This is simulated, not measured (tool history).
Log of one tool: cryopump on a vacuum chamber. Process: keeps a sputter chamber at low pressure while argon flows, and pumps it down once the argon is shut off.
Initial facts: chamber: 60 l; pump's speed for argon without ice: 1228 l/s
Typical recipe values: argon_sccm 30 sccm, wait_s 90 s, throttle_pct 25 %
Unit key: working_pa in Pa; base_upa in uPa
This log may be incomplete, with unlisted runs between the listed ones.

run   hour  argon_sccm  wait_s  throttle_pct  working_pa  base_upa
  1      0          30      90            25      0.1697      1.28
  2     32          30      90            25      0.1686      1.28
  3   54.2          30      38            25      0.1687      2.32
  4   82.3          30      90            25      0.1698       1.3
  5    115          27      90            25      0.1516      1.32
  6  140.3          30      90            30      0.1428      1.32
  7  161.1          30      90            30      0.1421       1.3
  8    193          30      90            30      0.1423      1.32
  9  213.1          30      90            30      0.1418      1.28
 10  243.9          30      90            30      0.1426      1.35
 11    264          30      90            30       0.142      1.34
 12  286.1          30      90            30      0.1423      1.34
 13  301.1          30      90            30      0.1427      1.35
 14  325.1          30      90            30       0.144      1.36
 15  338.7          30      90            30      0.1428      1.34
 16  354.8          30      90            30       0.143      1.33
 17  383.1          30      33            25      0.1713      2.58
 18    412          30      90            21      0.2021      1.37
 19  435.4          30      90            21      0.2029      1.34
 20  460.8          14     117            30      0.0665      1.22
 21  479.7          45      77            25      0.2562      1.52
 22  497.9          45      77            25      0.2555      1.54
 23  520.9          17      37            31      0.0791      2.48
 24  537.9          17      37            31      0.0789      2.53
 25  571.3          17      37            31      0.0793      2.41
 26  603.2          17      37            31      0.0789      2.54
 27  618.2          15      98            42      0.0518      1.32
 28  649.6          15      98            42      0.0528      1.29
 29    675          55      73            42      0.1931      1.58
 30  707.5          55      22            42      0.1931      3.71
 31    728          42      31            15      0.3946      2.84
 32  750.7          19      38            15      0.1798      2.42
 33  768.8          30      29            41      0.1078      2.95
     788.9  -- pump warmed up, emptied and cooled again
 34  790.8          30      29            41      0.1015      2.88

Consider 3 possible next runs. They are alternatives, not a sequence: every one starts from the tool as it was left by run 34. What does each give?
  A   811          19      65            18           ?         ?
  B   811          30      29            21           ?         ?
  C   811          36      29            41           ?         ?

run  working_pa  base_upa
  A      0.1458      1.59
  B      0.1966      2.85
  C      0.1211      2.84
Had the tool no hidden state, the same runs would have come out as:
run  working_pa  base_upa
  A      0.1454      1.28
  B       0.196      2.54
  C      0.1204      2.53
